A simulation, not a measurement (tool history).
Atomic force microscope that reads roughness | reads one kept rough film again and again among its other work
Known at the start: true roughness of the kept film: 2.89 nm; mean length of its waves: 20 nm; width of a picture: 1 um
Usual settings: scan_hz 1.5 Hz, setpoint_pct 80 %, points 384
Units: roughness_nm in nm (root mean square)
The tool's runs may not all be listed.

run 1 hour=0 | scan_hz=1.5 setpoint_pct=80 points=384 | roughness_nm=2.289
run 2 hour=11.4 | scan_hz=1.64 setpoint_pct=80 points=384 | roughness_nm=2.215
run 3 hour=37.6 | scan_hz=1.5 setpoint_pct=80 points=384 | roughness_nm=2.113
run 4 hour=50.2 | scan_hz=1.5 setpoint_pct=80 points=384 | roughness_nm=2.05
run 5 hour=76.8 | scan_hz=1.5 setpoint_pct=80 points=384 | roughness_nm=1.939
run 6 hour=91.5 | scan_hz=1.5 setpoint_pct=80 points=384 | roughness_nm=1.897
run 7 hour=106.7 | scan_hz=1.5 setpoint_pct=80 points=384 | roughness_nm=1.855
-- hour=109.6 new tip fitted
run 8 hour=127.7 | scan_hz=1.5 setpoint_pct=80 points=384 | roughness_nm=2.191
run 9 hour=149.8 | scan_hz=1.5 setpoint_pct=80 points=384 | roughness_nm=2.086
run 10 hour=164.1 | scan_hz=1.5 setpoint_pct=80 points=962 | roughness_nm=2.066
run 11 hour=190.1 | scan_hz=2.63 setpoint_pct=58 points=282 | roughness_nm=2
run 12 hour=211 | scan_hz=1.5 setpoint_pct=79 points=374 | roughness_nm=1.876
-- hour=224.1 new tip fitted
run 13 hour=224.5 | scan_hz=1.5 setpoint_pct=79 points=374 | roughness_nm=2.283
run 14 hour=235.9 | scan_hz=3.98 setpoint_pct=76 points=810 | roughness_nm=2.086
run 15 hour=261.8 | scan_hz=3.71 setpoint_pct=74 points=624 | roughness_nm=2.033
run 16 hour=281.5 | scan_hz=3.71 setpoint_pct=70 points=624 | roughness_nm=2.004
run 17 hour=301.4 | scan_hz=3.71 setpoint_pct=70 points=624 | roughness_nm=1.924
run 18 hour=316.8 | scan_hz=3.71 setpoint_pct=70 points=624 | roughness_nm=1.885
run 19 hour=330.9 | scan_hz=3.71 setpoint_pct=56 points=624 | roughness_nm=1.955
-- hour=339.1 new tip fitted
run 20 hour=349.9 | scan_hz=1.14 setpoint_pct=81 points=624 | roughness_nm=2.319

Forecast each of these 3 alternatives for the next run:
run A hour=362.9 | scan_hz=1.47 setpoint_pct=74 points=624 | roughness_nm=?
run B hour=362.9 | scan_hz=1.22 setpoint_pct=81 points=624 | roughness_nm=?
run C hour=362.9 | scan_hz=0.58 setpoint_pct=81 points=734 | roughness_nm=?

run=A roughness_nm=2.273
run=B roughness_nm=2.243
run=C roughness_nm=2.345
Without the tool's hidden state the same runs would have given:
run=A roughness_nm=2.367
run=B roughness_nm=2.335
run=C roughness_nm=2.442
